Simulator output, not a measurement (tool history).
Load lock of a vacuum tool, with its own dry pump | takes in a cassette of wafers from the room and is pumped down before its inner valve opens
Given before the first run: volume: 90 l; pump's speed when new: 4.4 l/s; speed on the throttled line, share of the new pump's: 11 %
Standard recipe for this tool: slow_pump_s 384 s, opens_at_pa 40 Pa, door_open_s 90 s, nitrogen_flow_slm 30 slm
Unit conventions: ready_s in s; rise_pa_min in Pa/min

| run | hour | slow_pump_s | opens_at_pa | door_open_s | nitrogen_flow_slm | incoming humidity of the room's air, % | ready_s | rise_pa_min |
|---|---|---|---|---|---|---|---|---|
| 1 | 0 | 384 | 40 | 90 | 30 | 41.5 | 505.9 | 0.027 |
| 2 | 94.3 | 384 | 40 | 90 | 30 | 46.5 | 506.5 | 0.036 |
| 3 | 171.2 | 268 | 40 | 90 | 30 | 45.3 | 402.3 | 0.029 |
| 4 | 234 | 268 | 49 | 90 | 30 | 44.1 | 398.9 | 0.029 |
| 5 | 320.3 | 344 | 40 | 90 | 30 | 45.4 | 470.1 | 0.039 |
| 6 | 402.2 | 344 | 40 | 90 | 30 | 43 | 469.3 | 0.036 |
| 7 | 455.8 | 384 | 40 | 90 | 30 | 44.2 | 506.1 | 0.035 |
| 8 | 554.3 | 384 | 40 | 90 | 30 | 42.7 | 504.9 | 0.037 |
| 9 | 667 | 384 | 40 | 90 | 30 | 43.1 | 505.9 | 0.036 |
| 10 | 731.1 | 384 | 40 | 90 | 30 | 44.5 | 506.2 | 0.035 |
| 11 | 780.9 | 384 | 40 | 90 | 30 | 45.6 | 504.8 | 0.033 |
| 12 | 862.9 | 384 | 40 | 90 | 30 | 44.2 | 503.8 | 0.036 |
| 13 | 960.4 | 384 | 40 | 39 | 30 | 45.1 | 504.1 | 0.028 |
| 14 | 1061.8 | 384 | 40 | 90 | 30 | 41.9 | 504.9 | 0.033 |
| 15 | 1116.6 | 384 | 40 | 90 | 30 | 43.4 | 504.1 | 0.04 |
| 16 | 1200.4 | 384 | 40 | 90 | 30 | 42.8 | 506.5 | 0.037 |
| 17 | 1270.8 | 384 | 40 | 90 | 30 | 43.4 | 505.8 | 0.038 |
| 18 | 1324.4 | 384 | 40 | 90 | 30 | 45.3 | 506.6 | 0.04 |
| 19 | 1413.9 | 384 | 40 | 90 | 30 | 41.7 | 507.1 | 0.034 |
| 20 | 1507.4 | 605 | 40 | 45 | 30 | 43.5 | 702.2 | 0.038 |
| 21 | 1558.2 | 605 | 40 | 45 | 30 | 47.2 | 699.6 | 0.036 |
| 22 | 1654.3 | 605 | 40 | 45 | 30 | 44.9 | 700.9 | 0.039 |
| 23 | 1735.7 | 238 | 40 | 90 | 21 | 46.6 | 378.6 | 0.045 |
| 24 | 1821.7 | 231 | 31 | 90 | 33 | 47 | 379.4 | 0.041 |
| 25 | 1878.1 | 231 | 31 | 90 | 33 | 44.7 | 378.9 | 0.044 |
| 26 | 1934 | 231 | 31 | 90 | 33 | 45.7 | 377.5 | 0.043 |
| 27 | 2047.7 | 231 | 31 | 90 | 33 | 42.7 | 379.6 | 0.041 |
| 28 | 2114.4 | 231 | 31 | 90 | 33 | 43.6 | 377.7 | 0.042 |
| 29 | 2221.4 | 231 | 31 | 90 | 33 | 45.3 | 378.2 | 0.045 |
| 30 | 2312.3 | 388 | 58 | 90 | 30 | 48.3 | 505.2 | 0.046 |
| 31 | 2403.2 | 208 | 70 | 90 | 6 | 44.6 | 340.5 | 0.062 |
| 32 | 2456.6 | 208 | 32 | 90 | 5 | 45.1 | 354.9 | 0.064 |
| 33 | 2537.9 | 208 | 32 | 90 | 5 | 44.9 | 358.2 | 0.063 |
| 34 | 2629.5 | 535 | 30 | 127 | 30 | 43.1 | 648.2 | 0.051 |
| 35 | 2731.2 | 581 | 30 | 53 | 30 | 45.5 | 688.4 | 0.045 |
| 36 | 2824.2 | 384 | 40 | 90 | 12 | 45.3 | 507.7 | 0.058 |
| 37 | 2906.2 | 384 | 40 | 31 | 30 | 47.3 | 508.6 | 0.04 |
| 38 | 2995.8 | 384 | 40 | 31 | 30 | 45.8 | 508.9 | 0.04 |

Predict each of these 3 candidate next runs independently; none follows another, all start after run 38:
| A | 3068.9 | 350 | 40 | 90 | 18 | 42.1 | ? | ? |
| B | 3068.9 | 384 | 40 | 90 | 10 | 43.3 | ? | ? |
| C | 3068.9 | 291 | 56 | 53 | 30 | 48 | ? | ? |

| run | ready_s | rise_pa_min |
|---|---|---|
| A | 478.3 | 0.056 |
| B | 506.6 | 0.061 |
| C | 419.7 | 0.05 |
Stripped of hidden state, with their random variation kept, the same runs would have yielded:
| run | ready_s | rise_pa_min |
|---|---|---|
| A | 471 | 0.02 |
| B | 499.5 | 0.025 |
| C | 412.3 | 0.013 |

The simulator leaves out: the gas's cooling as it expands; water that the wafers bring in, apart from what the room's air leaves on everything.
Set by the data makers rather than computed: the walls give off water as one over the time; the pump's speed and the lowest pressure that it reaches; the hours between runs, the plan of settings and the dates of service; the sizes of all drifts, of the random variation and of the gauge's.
